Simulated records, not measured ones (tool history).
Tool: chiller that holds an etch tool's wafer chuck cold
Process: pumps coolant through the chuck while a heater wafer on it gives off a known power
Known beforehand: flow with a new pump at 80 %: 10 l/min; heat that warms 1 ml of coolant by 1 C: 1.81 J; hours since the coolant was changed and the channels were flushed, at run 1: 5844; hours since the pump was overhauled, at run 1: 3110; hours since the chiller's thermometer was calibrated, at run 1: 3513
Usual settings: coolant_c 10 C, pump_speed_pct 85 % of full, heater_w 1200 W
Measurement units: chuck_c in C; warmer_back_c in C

run      day  coolant_c  pump_speed_pct  heater_w  hours since the coolant was changed and the channels were flushed  hours since the pump was overhauled  hours since the chiller's thermometer was calibrated  chuck_c  warmer_back_c
  1        0         10              85      1200                                                               5844                                 3110                                                  3513     22.1           3.92
       3.558  -- coolant changed, channels flushed
  2    6.121         10              85      1200                                                                 61                                 3251                                                  3654     20.1           3.89
  3    11.15         10              85      1200                                                                182                                 3372                                                  3775     20.1           3.89
  4   16.138         10              85      1200                                                                302                                 3491                                                  3894     20.3           3.88
  5   22.058         10              85      1200                                                                444                                 3634                                                  4036     20.3            3.8
      22.738  -- chiller's thermometer calibrated
  6   27.825         10              85      1200                                                                581                                 3771                                                   122     20.8           3.91
  7   33.246         10              85      1200                                                                711                                 3901                                                   252       21           3.89
  8   37.783         10              85      1200                                                                820                                 4010                                                   361       21           3.86
  9   40.212         10              85      1200                                                                879                                 4068                                                   419     20.8           3.88
 10   44.175         10              85      1200                                                                974                                 4163                                                   514     20.9            3.9
 11   49.542         10              85      1200                                                               1103                                 4292                                                   643     20.8           3.91
 12   52.992         10              85      1007                                                               1185                                 4375                                                   726     19.1           3.28
 13   57.642         10              85      1007                                                               1297                                 4487                                                   838     19.2           3.31
 14   61.404         10              85      1007                                                               1387                                 4577                                                   928       19           3.32
 15   64.021         10              67      1168                                                               1450                                 4640                                                   991     22.3            4.9
 16   66.512         10              67      1168                                                               1510                                 4699                                                  1051     22.2            4.9
 17   70.217         19              85      1318                                                               1599                                 4788                                                  1139     31.2           4.33
 18   75.162         13              97       623                                                               1717                                 4907                                                  1258     18.3           1.78
 19   80.029         11              97      1058                                                               1834                                 5024                                                  1375     20.1           3.09
 20   84.221          2              72       742                                                               1935                                 5125                                                  1476      9.5           2.86
 21   88.633          2              72       742                                                               2041                                 5230                                                  1581      9.3           2.92
 22   94.388         10              85      1457                                                               2179                                 5369                                                  1720     23.5           4.79
 23   99.129         10              85      1457                                                               2293                                 5482                                                  1833     23.6           4.84
 24  102.721         10              85      1457                                                               2379                                 5569                                                  1920     23.7           4.85
 25  107.212         13              85       873                                                               2487                                 5676                                                  2027     21.2           2.89
 26  112.946         10              85      1486                                                               2624                                 5814                                                  2165       24           4.88
 27  117.133         12              85      1349                                                               2725                                 5914                                                  2265     24.7           4.46
 28  121.196         10              70       622                                                               2822                                 6012                                                  2363     16.5           2.49

What if the next run were any one of these 3? Each begins from the tool's condition after run 28:
  A  123.883         10              83      1200                                                               2887                                 6076                                                  2427        ?              ?
  B  123.883         13              85      1498                                                               2887                                 6076                                                  2427        ?              ?
  C  123.883         10              64      1310                                                               2887                                 6076                                                  2427        ?              ?

run  chuck_c  warmer_back_c
  A     21.5           4.04
  B     27.4           5.02
  C     24.8           5.89
With no hidden state in the tool, these same runs would have given:
run  chuck_c  warmer_back_c
  A     20.5           3.77
  B     26.1           4.69
  C     23.4           5.51
